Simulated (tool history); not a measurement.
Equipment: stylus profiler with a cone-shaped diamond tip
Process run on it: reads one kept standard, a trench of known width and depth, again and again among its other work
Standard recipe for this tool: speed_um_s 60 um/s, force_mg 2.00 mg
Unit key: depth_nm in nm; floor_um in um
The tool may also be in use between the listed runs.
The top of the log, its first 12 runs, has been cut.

run,hour,speed_um_s,force_mg,scans with this tip,hours of work since the height scale was calibrated,depth_nm,floor_um
13,148.2,220,2.00,11224,809,101.57,17.03
14,154.9,220,2.00,11266,812,101.61,17.05
15,167.2,220,2.00,11343,817,101.57,17.12
16,178.2,181,2.00,11413,822,101.57,17.17
17,190.8,60,2.00,11492,828,101.58,17.74
18,198.1,60,2.00,11539,832,101.59,17.74
19,211.8,60,2.00,11625,838,101.60,17.72
20,221.0,33,2.00,11683,842,101.60,17.86
21,236.7,25,1.06,11782,849,101.12,17.85
22,245.5,129,1.06,11838,853,101.08,17.22
23,259.9,129,1.06,11928,860,101.11,17.20
24,275.5,105,2.30,12026,867,101.74,17.57

Run 25 has not been measured yet. What should we expect?
25,290.7,82,1.37,12122,874,?,?

{"run 25": {"depth_nm": 101.26, "floor_um": 17.52}}
With the hidden condition absent and the run-to-run variation left alone, this run would have shown depth_nm 101.08 nm, floor_um 18.32 um.
